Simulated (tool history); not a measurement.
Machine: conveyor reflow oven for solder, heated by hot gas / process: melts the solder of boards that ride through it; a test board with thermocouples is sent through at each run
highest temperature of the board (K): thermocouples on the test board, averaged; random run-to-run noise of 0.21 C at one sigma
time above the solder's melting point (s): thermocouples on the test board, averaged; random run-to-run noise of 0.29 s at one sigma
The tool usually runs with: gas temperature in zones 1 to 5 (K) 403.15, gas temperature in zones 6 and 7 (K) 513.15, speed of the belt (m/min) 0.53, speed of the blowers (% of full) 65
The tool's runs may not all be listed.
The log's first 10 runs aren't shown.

run   hour  gas temperature in zones 1 to 5 (K)  gas temperature in zones 6 and 7 (K)  speed of the belt (m/min)  speed of the blowers (% of full)  hours of work since the flux was cleaned out  hours of work since the belt drive was overhauled  hours of work since the thermocouples were changed  highest temperature of the board (K)  time above the solder's melting point (s)
     195.2  -- thermocouples of zones 6 and 7 changed
 11  201.5                               403.15                                513.15                       0.53                                65                                            72                                                284                                                   5                                489.75                                       55.1
 12  218.1                               403.15                                513.15                       0.53                                65                                            85                                                297                                                  18                                489.55                                       54.6
 13  244.8                               403.15                                513.15                       0.53                                65                                           106                                                318                                                  39                                489.65                                       55.3
 14    264                               403.15                                513.15                      0.524                                65                                           121                                                333                                                  54                                490.15                                       56.1
 15  285.9                               403.15                                513.15                      0.424                                65                                           138                                                350                                                  71                                497.65                                       78.4
 16  304.1                               403.15                                514.15                       0.44                                65                                           152                                                364                                                  85                                497.45                                         75
 17  316.5                               417.15                                524.15                      0.567                                65                                           162                                                374                                                  95                                499.25                                       62.7
 18    340                               404.15                                513.15                       0.53                                83                                           180                                                392                                                 113                                494.05                                       59.5
 19  359.3                               404.15                                513.15                       0.53                                83                                           195                                                407                                                 128                                493.85                                       59.8
     372.7  -- flux residue cleaned out of gas plates and filters
 20  379.4                               404.15                                513.15                       0.53                                83                                             5                                                419                                                 140                                494.05                                       59.5
 21  395.8                               400.15                                513.15                       0.53                                83                                            18                                                432                                                 153                                492.95                                       57.7
 22  408.6                               400.15                                513.15                       0.53                                83                                            28                                                442                                                 163                                493.15                                       57.6
 23  427.1                               403.15                                513.15                      0.476                                74                                            42                                                456                                                 177                                495.65                                       67.5

Run 24 comes next. What will it give?
 24  441.1                               395.15                                513.15                      0.565                                65                                            53                                                467                                                 188                                     ?                                          ?

highest temperature of the board (K): 485.15
time above the solder's melting point (s): 45.1
Were there no unlogged condition in the tool, this run, its random variation unchanged, would have produced highest temperature of the board (K) 485.15, time above the solder's melting point (s) 45.
